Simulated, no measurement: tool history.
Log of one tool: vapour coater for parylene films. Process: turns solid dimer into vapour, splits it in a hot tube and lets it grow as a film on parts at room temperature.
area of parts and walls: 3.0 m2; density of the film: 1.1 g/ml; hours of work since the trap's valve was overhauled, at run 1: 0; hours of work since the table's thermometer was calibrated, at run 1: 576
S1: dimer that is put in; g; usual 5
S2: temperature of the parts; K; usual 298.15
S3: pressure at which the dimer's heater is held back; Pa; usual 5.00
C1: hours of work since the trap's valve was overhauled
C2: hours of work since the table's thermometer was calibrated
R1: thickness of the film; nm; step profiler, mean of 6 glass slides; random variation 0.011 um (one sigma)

{"run": 1, "hour": 0.0, "S1": 5, "S2": 298.15, "S3": 5.0, "C1": 0, "C2": 576, "R1": 720}
{"run": 2, "hour": 54.7, "S1": 5, "S2": 298.15, "S3": 5.77, "C1": 22, "C2": 598, "R1": 690}
{"run": 3, "hour": 99.3, "S1": 5, "S2": 298.15, "S3": 4.1, "C1": 40, "C2": 616, "R1": 720}
{"run": 4, "hour": 145.9, "S1": 5, "S2": 298.15, "S3": 4.1, "C1": 59, "C2": 634, "R1": 720}
{"run": 5, "hour": 194.6, "S1": 5, "S2": 298.15, "S3": 4.1, "C1": 78, "C2": 654, "R1": 700}
{"run": 6, "hour": 240.6, "S1": 5, "S2": 298.15, "S3": 4.1, "C1": 97, "C2": 673, "R1": 720}
{"run": 7, "hour": 276.7, "S1": 5, "S2": 298.15, "S3": 4.1, "C1": 112, "C2": 687, "R1": 710}
{"run": 8, "hour": 327.3, "S1": 4, "S2": 298.15, "S3": 5.0, "C1": 132, "C2": 708, "R1": 560}
{"run": 9, "hour": 366.8, "S1": 5, "S2": 298.15, "S3": 5.0, "C1": 148, "C2": 723, "R1": 680}
{"run": 10, "hour": 405.9, "S1": 8, "S2": 302.15, "S3": 11.21, "C1": 164, "C2": 739, "R1": 890}
{"run": 11, "hour": 468.2, "S1": 8, "S2": 302.15, "S3": 9.29, "C1": 189, "C2": 764, "R1": 920}

Forecast run 12:
{"run": 12, "hour": 499.5, "S1": 8, "S2": 302.15, "S3": 9.29, "C1": 201, "C2": 777, "R1": "?"}

Run 12 gave R1 890 nm.
Without the tool's hidden state the same run would have given R1 970 nm.
